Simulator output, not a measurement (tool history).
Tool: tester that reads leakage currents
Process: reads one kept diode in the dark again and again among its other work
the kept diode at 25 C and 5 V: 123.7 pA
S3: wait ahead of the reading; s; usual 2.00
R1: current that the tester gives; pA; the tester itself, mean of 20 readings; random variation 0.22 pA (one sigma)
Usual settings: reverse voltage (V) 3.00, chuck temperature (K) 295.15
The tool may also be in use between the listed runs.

{"run": 1, "hour": 0.0, "reverse voltage (V)": 3.0, "chuck temperature (K)": 295.15, "S3": 2.0, "R1": 70.17}
{"run": 2, "hour": 42.3, "reverse voltage (V)": 3.0, "chuck temperature (K)": 295.15, "S3": 2.0, "R1": 70.23}
{"run": 3, "hour": 63.0, "reverse voltage (V)": 3.0, "chuck temperature (K)": 322.15, "S3": 2.0, "R1": 653.65}
{"run": 4, "hour": 84.0, "reverse voltage (V)": 3.0, "chuck temperature (K)": 322.15, "S3": 2.0, "R1": 658.09}
{"run": 5, "hour": 123.5, "reverse voltage (V)": 3.0, "chuck temperature (K)": 295.15, "S3": 2.0, "R1": 70.14}
{"run": 6, "hour": 150.3, "reverse voltage (V)": 3.0, "chuck temperature (K)": 295.15, "S3": 2.0, "R1": 69.69}
{"run": 7, "hour": 186.6, "reverse voltage (V)": 3.0, "chuck temperature (K)": 295.15, "S3": 2.0, "R1": 70.05}
{"run": 8, "hour": 231.3, "reverse voltage (V)": 3.0, "chuck temperature (K)": 295.15, "S3": 2.0, "R1": 70.23}
{"run": 9, "hour": 264.4, "reverse voltage (V)": 3.0, "chuck temperature (K)": 295.15, "S3": 2.0, "R1": 70.04}
{"run": 10, "hour": 303.7, "reverse voltage (V)": 3.0, "chuck temperature (K)": 295.15, "S3": 2.0, "R1": 69.78}
{"run": 11, "hour": 331.0, "reverse voltage (V)": 3.0, "chuck temperature (K)": 295.15, "S3": 2.0, "R1": 69.98}
{"run": 12, "hour": 368.4, "reverse voltage (V)": 3.0, "chuck temperature (K)": 295.15, "S3": 2.0, "R1": 70.13}
{"run": 13, "hour": 390.1, "reverse voltage (V)": 3.0, "chuck temperature (K)": 295.15, "S3": 2.0, "R1": 70.38}
{"run": 14, "hour": 420.4, "reverse voltage (V)": 3.0, "chuck temperature (K)": 295.15, "S3": 2.0, "R1": 69.82}
{"run": 15, "hour": 453.2, "reverse voltage (V)": 3.0, "chuck temperature (K)": 295.15, "S3": 2.0, "R1": 69.75}
{"run": 16, "hour": 489.5, "reverse voltage (V)": 1.17, "chuck temperature (K)": 295.15, "S3": 2.0, "R1": 39.72}
{"run": 17, "hour": 526.6, "reverse voltage (V)": 1.17, "chuck temperature (K)": 295.15, "S3": 2.0, "R1": 39.94}
{"run": 18, "hour": 564.2, "reverse voltage (V)": 3.0, "chuck temperature (K)": 295.15, "S3": 2.0, "R1": 70.07}
{"run": 19, "hour": 598.1, "reverse voltage (V)": 3.0, "chuck temperature (K)": 303.15, "S3": 2.0, "R1": 141.53}
{"run": 20, "hour": 622.6, "reverse voltage (V)": 3.0, "chuck temperature (K)": 303.15, "S3": 2.0, "R1": 141.37}
{"run": 21, "hour": 646.8, "reverse voltage (V)": 2.02, "chuck temperature (K)": 322.15, "S3": 7.92, "R1": 517.58}
{"run": 22, "hour": 678.1, "reverse voltage (V)": 2.83, "chuck temperature (K)": 312.15, "S3": 2.0, "R1": 287.45}
{"run": 23, "hour": 716.4, "reverse voltage (V)": 13.37, "chuck temperature (K)": 307.15, "S3": 0.54, "R1": 485.16}
{"run": 24, "hour": 746.8, "reverse voltage (V)": 13.37, "chuck temperature (K)": 307.15, "S3": 0.54, "R1": 484.94}
{"run": 25, "hour": 780.0, "reverse voltage (V)": 2.13, "chuck temperature (K)": 320.15, "S3": 3.22, "R1": 458.48}
{"run": 26, "hour": 817.9, "reverse voltage (V)": 2.13, "chuck temperature (K)": 320.15, "S3": 3.22, "R1": 455.49}
{"run": 27, "hour": 854.8, "reverse voltage (V)": 9.13, "chuck temperature (K)": 297.15, "S3": 7.45, "R1": 163.02}
{"run": 28, "hour": 895.7, "reverse voltage (V)": 3.33, "chuck temperature (K)": 295.15, "S3": 5.08, "R1": 74.47}
{"run": 29, "hour": 927.9, "reverse voltage (V)": 3.74, "chuck temperature (K)": 295.15, "S3": 2.0, "R1": 80.04}
{"run": 30, "hour": 961.3, "reverse voltage (V)": 14.53, "chuck temperature (K)": 313.15, "S3": 2.0, "R1": 828.96}
{"run": 31, "hour": 1002.6, "reverse voltage (V)": 14.53, "chuck temperature (K)": 313.15, "S3": 0.77, "R1": 832.42}
{"run": 32, "hour": 1039.7, "reverse voltage (V)": 3.0, "chuck temperature (K)": 295.15, "S3": 0.55, "R1": 70.55}
{"run": 33, "hour": 1060.0, "reverse voltage (V)": 3.0, "chuck temperature (K)": 295.15, "S3": 1.14, "R1": 70.31}
{"run": 34, "hour": 1090.7, "reverse voltage (V)": 12.57, "chuck temperature (K)": 295.15, "S3": 1.14, "R1": 165.54}
{"run": 35, "hour": 1136.3, "reverse voltage (V)": 2.31, "chuck temperature (K)": 297.15, "S3": 0.77, "R1": 71.7}
{"run": 36, "hour": 1167.7, "reverse voltage (V)": 10.36, "chuck temperature (K)": 302.15, "S3": 0.77, "R1": 272.46}
{"run": 37, "hour": 1186.7, "reverse voltage (V)": 18.54, "chuck temperature (K)": 302.15, "S3": 4.4, "R1": 382.13}
{"run": 38, "hour": 1213.5, "reverse voltage (V)": 3.0, "chuck temperature (K)": 309.15, "S3": 6.48, "R1": 233.48}
{"run": 39, "hour": 1256.4, "reverse voltage (V)": 3.0, "chuck temperature (K)": 309.15, "S3": 6.48, "R1": 235.13}

Taken out of this log: 2 entries between the listed runs. Where each belongs, and how the hidden state differs across it:
Between runs 7 and 8: chuck's temperature calibrated (hour 197.9)
  true chuck temperature over the reading, C: 0.01 -> 0
  measured less the result without the state, R1: +0.09 -> +0.06 pA
Between runs 34 and 35: probe card cleaned and baked (hour 1122.5)
  stray current of the dirty probe card, pA a volt: 0.043 -> 0.02
  measured less the result without the state, R1: +0.33 -> +0.01 pA
